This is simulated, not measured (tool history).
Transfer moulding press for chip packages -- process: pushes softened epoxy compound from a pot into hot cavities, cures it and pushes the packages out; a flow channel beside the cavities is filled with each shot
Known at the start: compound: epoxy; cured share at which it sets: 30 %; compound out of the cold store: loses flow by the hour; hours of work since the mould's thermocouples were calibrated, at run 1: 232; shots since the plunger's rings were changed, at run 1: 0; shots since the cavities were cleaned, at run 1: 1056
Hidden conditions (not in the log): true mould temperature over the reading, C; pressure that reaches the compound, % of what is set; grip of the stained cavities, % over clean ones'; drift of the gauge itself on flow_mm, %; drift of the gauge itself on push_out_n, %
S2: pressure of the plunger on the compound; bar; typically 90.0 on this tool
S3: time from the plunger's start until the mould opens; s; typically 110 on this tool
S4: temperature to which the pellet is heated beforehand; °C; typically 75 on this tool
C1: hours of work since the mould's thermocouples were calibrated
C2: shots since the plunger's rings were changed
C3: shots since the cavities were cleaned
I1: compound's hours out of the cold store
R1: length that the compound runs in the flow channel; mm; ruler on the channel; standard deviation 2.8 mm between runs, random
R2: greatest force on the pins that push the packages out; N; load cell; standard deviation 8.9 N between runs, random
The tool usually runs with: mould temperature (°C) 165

run 1 hour=0.0 | mould_temperature_(°C)=165 S2=90.0 S3=110 S4=75 | C1=232 C2=0 C3=1056 | I1=22.2 | R1=557 R2=396
-- hour=19.6 cavities cleaned with cleaning compound and waxed
run 2 hour=35.8 | mould_temperature_(°C)=165 S2=90.0 S3=110 S4=75 | C1=250 C2=286 C3=135 | I1=30.2 | R1=528 R2=394
run 3 hour=66.7 | mould_temperature_(°C)=165 S2=90.0 S3=110 S4=75 | C1=266 C2=544 C3=393 | I1=39.4 | R1=498 R2=377
run 4 hour=114.5 | mould_temperature_(°C)=165 S2=90.0 S3=110 S4=67 | C1=291 C2=942 C3=791 | I1=37.0 | R1=504 R2=390
run 5 hour=141.2 | mould_temperature_(°C)=165 S2=90.0 S3=110 S4=75 | C1=305 C2=1165 C3=1014 | I1=47.3 | R1=472 R2=398
-- hour=168.2 cavities cleaned with cleaning compound and waxed
run 6 hour=179.3 | mould_temperature_(°C)=165 S2=91.7 S3=110 S4=75 | C1=324 C2=1470 C3=92 | I1=40.9 | R1=499 R2=384
run 7 hour=211.4 | mould_temperature_(°C)=165 S2=91.7 S3=110 S4=75 | C1=340 C2=1739 C3=361 | I1=43.4 | R1=488 R2=381
run 8 hour=264.6 | mould_temperature_(°C)=165 S2=91.7 S3=110 S4=75 | C1=368 C2=2183 C3=805 | I1=23.2 | R1=557 R2=406
run 9 hour=295.4 | mould_temperature_(°C)=165 S2=91.7 S3=102 S4=75 | C1=384 C2=2439 C3=1061 | I1=33.4 | R1=522 R2=426
-- hour=315.9 cavities cleaned with cleaning compound and waxed
run 10 hour=344.6 | mould_temperature_(°C)=165 S2=91.7 S3=102 S4=75 | C1=408 C2=2837 C3=239 | I1=9.9 | R1=606 R2=471
run 11 hour=373.8 | mould_temperature_(°C)=165 S2=91.7 S3=114 S4=75 | C1=423 C2=3081 C3=483 | I1=36.9 | R1=508 R2=354
run 12 hour=401.8 | mould_temperature_(°C)=165 S2=90.0 S3=131 S4=75 | C1=438 C2=3315 C3=717 | I1=31.4 | R1=523 R2=307
-- hour=435.8 mould's thermocouples calibrated
run 13 hour=447.2 | mould_temperature_(°C)=165 S2=90.0 S3=131 S4=75 | C1=6 C2=3677 C3=1079 | I1=26.9 | R1=535 R2=328
-- hour=463.6 cavities cleaned with cleaning compound and waxed
run 14 hour=477.0 | mould_temperature_(°C)=165 S2=90.0 S3=131 S4=75 | C1=20 C2=3913 C3=112 | I1=13.9 | R1=586 R2=320
run 15 hour=523.2 | mould_temperature_(°C)=165 S2=90.0 S3=131 S4=75 | C1=44 C2=4298 C3=497 | I1=14.3 | R1=586 R2=336
-- hour=562.0 plunger's sealing rings changed
run 16 hour=575.1 | mould_temperature_(°C)=160 S2=84.9 S3=97 S4=78 | C1=70 C2=110 C3=910 | I1=18.7 | R1=557 R2=735
run 17 hour=600.1 | mould_temperature_(°C)=160 S2=84.9 S3=97 S4=78 | C1=83 C2=318 C3=1118 | I1=27.0 | R1=534 R2=683
-- hour=616.0 cavities cleaned with cleaning compound and waxed
run 18 hour=637.8 | mould_temperature_(°C)=164 S2=93.9 S3=100 S4=66 | C1=102 C2=620 C3=182 | I1=43.0 | R1=497 R2=489
run 19 hour=673.6 | mould_temperature_(°C)=164 S2=72.2 S3=108 S4=66 | C1=120 C2=918 C3=480 | I1=18.4 | R1=510 R2=478
run 20 hour=714.5 | mould_temperature_(°C)=165 S2=78.5 S3=114 S4=75 | C1=141 C2=1260 C3=822 | I1=40.4 | R1=461 R2=342
-- hour=762.0 cavities cleaned with cleaning compound and waxed
run 21 hour=767.7 | mould_temperature_(°C)=165 S2=78.5 S3=114 S4=75 | C1=168 C2=1691 C3=47 | I1=21.9 | R1=512 R2=379
run 22 hour=798.7 | mould_temperature_(°C)=165 S2=78.5 S3=114 S4=75 | C1=184 C2=1950 C3=306 | I1=47.5 | R1=441 R2=355
run 23 hour=839.6 | mould_temperature_(°C)=163 S2=90.6 S3=149 S4=66 | C1=205 C2=2291 C3=647 | I1=35.7 | R1=511 R2=322
run 24 hour=892.3 | mould_temperature_(°C)=165 S2=90.0 S3=92 S4=79 | C1=232 C2=2731 C3=1087 | I1=30.7 | R1=522 R2=569
-- hour=909.7 cavities cleaned with cleaning compound and waxed
run 25 hour=948.1 | mould_temperature_(°C)=165 S2=90.0 S3=92 S4=79 | C1=260 C2=3184 C3=320 | I1=25.9 | R1=539 R2=577
run 26 hour=991.9 | mould_temperature_(°C)=161 S2=104.5 S3=92 S4=69 | C1=283 C2=3549 C3=685 | I1=45.6 | R1=523 R2=702
run 27 hour=1017.2 | mould_temperature_(°C)=161 S2=104.5 S3=92 S4=69 | C1=296 C2=3760 C3=896 | I1=44.0 | R1=522 R2=728
run 28 hour=1051.8 | mould_temperature_(°C)=161 S2=104.5 S3=92 S4=69 | C1=314 C2=4049 C3=1185 | I1=26.3 | R1=585 R2=769
-- hour=1057.6 cavities cleaned with cleaning compound and waxed
run 29 hour=1101.9 | mould_temperature_(°C)=165 S2=82.1 S3=93 S4=83 | C1=339 C2=4454 C3=369 | I1=32.2 | R1=499 R2=503

Each row is a separate what-if for the run after 29, all from the same tool condition, not one after another. Results?
-- hour=1121.6 plunger's sealing rings changed
run A hour=1152.9 | mould_temperature_(°C)=165 S2=87.4 S3=93 S4=69 | C1=364 C2=262 C3=774 | I1=25.3 | R1=? R2=?
-- hour=1121.6 plunger's sealing rings changed
run B hour=1152.9 | mould_temperature_(°C)=165 S2=92.2 S3=139 S4=75 | C1=364 C2=262 C3=774 | I1=20.7 | R1=? R2=?
-- hour=1121.6 plunger's sealing rings changed
run C hour=1152.9 | mould_temperature_(°C)=165 S2=85.1 S3=93 S4=68 | C1=364 C2=262 C3=774 | I1=30.4 | R1=? R2=?

run=A R1=533 R2=559
run=B R1=565 R2=319
run=C R1=511 R2=556
What these runs would have given with no unlogged condition in the tool:
run=A R1=533 R2=553
run=B R1=565 R2=315
run=C R1=511 R2=551

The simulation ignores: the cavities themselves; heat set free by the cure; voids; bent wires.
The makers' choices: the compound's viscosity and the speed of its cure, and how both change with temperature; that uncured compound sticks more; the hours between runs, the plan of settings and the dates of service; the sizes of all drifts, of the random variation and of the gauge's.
